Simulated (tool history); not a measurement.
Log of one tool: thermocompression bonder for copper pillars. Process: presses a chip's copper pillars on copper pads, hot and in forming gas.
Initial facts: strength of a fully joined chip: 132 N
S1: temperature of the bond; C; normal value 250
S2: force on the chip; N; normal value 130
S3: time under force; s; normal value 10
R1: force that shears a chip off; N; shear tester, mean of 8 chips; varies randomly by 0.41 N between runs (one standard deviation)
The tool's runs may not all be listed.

| run | day | S1 | S2 | S3 | R1 |
|---|---|---|---|---|---|
| 1 | 0.000 | 250 | 130 | 10 | 94.8 |
| 2 | 2.104 | 250 | 130 | 10 | 92.9 |
| 3 | 5.183 | 250 | 130 | 10 | 90.5 |
| 4 | 8.258 | 250 | 130 | 10 | 96.1 |
| 5 | 10.250 | 250 | 130 | 10 | 95.4 |
| 6 | 12.862 | 264 | 130 | 10 | 103.4 |
| 7 | 14.742 | 264 | 130 | 10 | 103.0 |
| 8 | 17.975 | 264 | 130 | 10 | 108.1 |
| 9 | 19.608 | 248 | 130 | 10 | 93.4 |
| 10 | 20.967 | 248 | 130 | 10 | 92.7 |
| 11 | 22.329 | 250 | 130 | 10 | 94.3 |
| 12 | 24.288 | 250 | 130 | 5 | 77.0 |
| 13 | 26.475 | 250 | 130 | 5 | 83.5 |
| 14 | 28.208 | 250 | 130 | 5 | 81.5 |
| 15 | 30.633 | 240 | 130 | 10 | 86.1 |
| 16 | 32.825 | 240 | 130 | 10 | 85.1 |
| 17 | 34.925 | 240 | 130 | 10 | 91.2 |
| 18 | 36.554 | 250 | 87 | 10 | 83.6 |
| 19 | 39.488 | 229 | 89 | 16 | 74.2 |
| 20 | 41.083 | 229 | 109 | 16 | 83.0 |
| 21 | 42.571 | 229 | 96 | 16 | 77.3 |
| 22 | 44.288 | 250 | 192 | 13 | 119.5 |
| 23 | 45.700 | 250 | 192 | 13 | 118.2 |
| 24 | 48.662 | 236 | 79 | 16 | 70.0 |
| 25 | 51.562 | 236 | 79 | 16 | 69.1 |
| 26 | 54.446 | 272 | 95 | 14 | 108.0 |
| 27 | 56.508 | 272 | 95 | 14 | 105.8 |
| 28 | 58.717 | 254 | 83 | 18 | 92.0 |
| 29 | 60.279 | 236 | 109 | 7 | 64.3 |
| 30 | 62.329 | 258 | 109 | 8 | 93.1 |
| 31 | 65.229 | 259 | 124 | 6 | 90.2 |
| 32 | 66.892 | 259 | 124 | 6 | 88.0 |
| 33 | 70.025 | 250 | 143 | 10 | 96.2 |

Missing from the log above: 10 entries noted between runs. For each, name the pair of listed runs it sits between and say how the tool's hidden condition differs from the listed run just before to the listed run just after:
From run 3 to run 4: forming gas filter changed (day 7.088)
  true temperature of the bond over the reading, C: 1.3 -> 1.9; force that reaches the chip, % of what is set: 97.7 -> 97.6; oxide that the forming gas leaves, % of the face: 7.09 -> 1.61
  measured minus no-state result, R1: -6.1 -> -0.3 N
From run 7 to run 8: forming gas filter changed (day 16.221)
  true temperature of the bond over the reading, C: 3.2 -> 3.9; force that reaches the chip, % of what is set: 97.3 -> 97.2; oxide that the forming gas leaves, % of the face: 7.3 -> 2.16
  measured minus no-state result, R1: -6.1 -> +0.0 N
From run 11 to run 12: force cell calibrated (day 22.579)
  true temperature of the bond over the reading, C: 4.7 -> 5.1; force that reaches the chip, % of what is set: 97 -> 95.6; oxide that the forming gas leaves, % of the face: 5.95 -> 7.49
  measured minus no-state result, R1: -2.5 -> -3.0 N
From run 12 to run 13: forming gas filter changed (day 25.258)
  true temperature of the bond over the reading, C: 5.1 -> 5.5; force that reaches the chip, % of what is set: 95.6 -> 95.5; oxide that the forming gas leaves, % of the face: 7.49 -> 1.49
  measured minus no-state result, R1: -3.0 -> +2.4 N
From run 16 to run 17: forming gas filter changed (day 34.308)
  true temperature of the bond over the reading, C: 6.7 -> 7.1; force that reaches the chip, % of what is set: 95.3 -> 95.2; oxide that the forming gas leaves, % of the face: 7.29 -> 1.03
  measured minus no-state result, R1: -1.8 -> +4.2 N
From run 19 to run 20: force cell calibrated, once more (day 40.121)
  true temperature of the bond over the reading, C: 8 -> 8.3; force that reaches the chip, % of what is set: 95 -> 99.3; oxide that the forming gas leaves, % of the face: 4.98 -> 6.43
  measured minus no-state result, R1: +2.2 -> +2.7 N
From run 21 to run 22: forming gas filter changed (day 43.429)
  true temperature of the bond over the reading, C: 8.6 -> 9; oxide that the forming gas leaves, % of the face: 7.74 -> 1.32
  measured minus no-state result, R1: +2.2 -> +4.0 N
From run 23 to run 24: heater calibrated with a thermocouple chip (day 46.896)
  true temperature of the bond over the reading, C: 9.2 -> 0.3; force that reaches the chip, % of what is set: 99.1 -> 99; oxide that the forming gas leaves, % of the face: 2.64 -> 5.37
  measured minus no-state result, R1: +2.5 -> -3.7 N
From run 25 to run 26: forming gas filter changed (day 52.558)
  true temperature of the bond over the reading, C: 0.8 -> 1.4; force that reaches the chip, % of what is set: 98.9 -> 98.8; oxide that the forming gas leaves, % of the face: 7.81 -> 2.37
  measured minus no-state result, R1: -5.2 -> -1.5 N
From run 29 to run 30: forming gas filter changed (day 61.638)
  true temperature of the bond over the reading, C: 2.6 -> 3; force that reaches the chip, % of what is set: 98.5 -> 98.4; oxide that the forming gas leaves, % of the face: 7.48 -> 1.25
  measured minus no-state result, R1: -3.0 -> +1.3 N
